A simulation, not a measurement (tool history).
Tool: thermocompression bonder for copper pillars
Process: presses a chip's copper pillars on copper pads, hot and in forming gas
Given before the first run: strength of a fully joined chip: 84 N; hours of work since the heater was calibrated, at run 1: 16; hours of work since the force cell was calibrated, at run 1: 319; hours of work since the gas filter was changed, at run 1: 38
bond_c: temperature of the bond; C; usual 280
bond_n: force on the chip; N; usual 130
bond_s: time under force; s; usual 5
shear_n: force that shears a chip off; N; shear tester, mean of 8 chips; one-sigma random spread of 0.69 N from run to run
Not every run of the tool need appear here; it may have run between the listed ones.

run	hour	bond_c	bond_n	bond_s	hours of work since the heater was calibrated	hours of work since the force cell was calibrated	hours of work since the gas filter was changed	shear_n
1	0	280	130	5	16	319	38	49.2
2	27	280	130	5	36	339	58	49.3
3	82.7	280	193	5	77	380	99	60.1
4	134.8	280	193	5	116	418	138	60.8
5	184	280	193	5	152	455	174	59.6
6	242.8	252	130	5	195	498	217	32.3
7	284.4	252	130	5	226	529	248	31
8	310.4	280	130	5	245	548	267	45.6
9	337.9	280	130	5	266	568	288	47
10	393.3	280	113	5	306	609	329	43.2
# hour 396.4: forming gas filter changed
11	429.8	279	113	5	333	636	25	42.6
12	467.6	280	130	5	361	664	53	48.4
13	513.4	280	130	5	395	697	86	48
14	570.5	280	130	5	437	740	129	47.2
# hour 587: force cell calibrated
15	632.6	280	130	5	482	34	173	46.8
16	690	253	155	8	524	76	216	42.1
17	743.3	253	79	5	564	115	255	20.2
18	799.3	253	79	5	605	157	296	20.4
# hour 844.9: forming gas filter changed
19	844.9	253	79	5	638	190	0	21.2
20	871.2	291	92	5	658	209	19	41.2
21	915.9	261	192	5	691	243	52	46.9
22	947.9	261	192	5	714	266	76	47.2
23	975	261	161	7	734	286	96	45.6

Describe how what the log doesn't record of the tool's condition differs between the last listed run preceding each entry between runs and the first listed run following it.
In the gap between runs 10 and 11: forming gas filter changed (hour 396.4)
  true temperature of the bond over the reading, C: -1.6 -> -1.8; force that reaches the chip, % of what is set: 103.3 -> 103.4; oxide that the forming gas leaves, % of the face: 4.77 -> 0.89
  measured result minus the result with no hidden state, shear_n: -1.8 -> -0.1 N
In the gap between runs 14 and 15: force cell calibrated (hour 587)
  true temperature of the bond over the reading, C: -2.5 -> -2.7; force that reaches the chip, % of what is set: 103.8 -> 100.6; oxide that the forming gas leaves, % of the face: 2.21 -> 2.79
  measured result minus the result with no hidden state, shear_n: -1 -> -2.4 N
In the gap between runs 18 and 19: forming gas filter changed (hour 844.9)
  true temperature of the bond over the reading, C: -3.5 -> -3.7; force that reaches the chip, % of what is set: 101.2 -> 101.3; oxide that the forming gas leaves, % of the face: 4.38 -> 0.66
  measured result minus the result with no hidden state, shear_n: -1.9 -> -1.2 N

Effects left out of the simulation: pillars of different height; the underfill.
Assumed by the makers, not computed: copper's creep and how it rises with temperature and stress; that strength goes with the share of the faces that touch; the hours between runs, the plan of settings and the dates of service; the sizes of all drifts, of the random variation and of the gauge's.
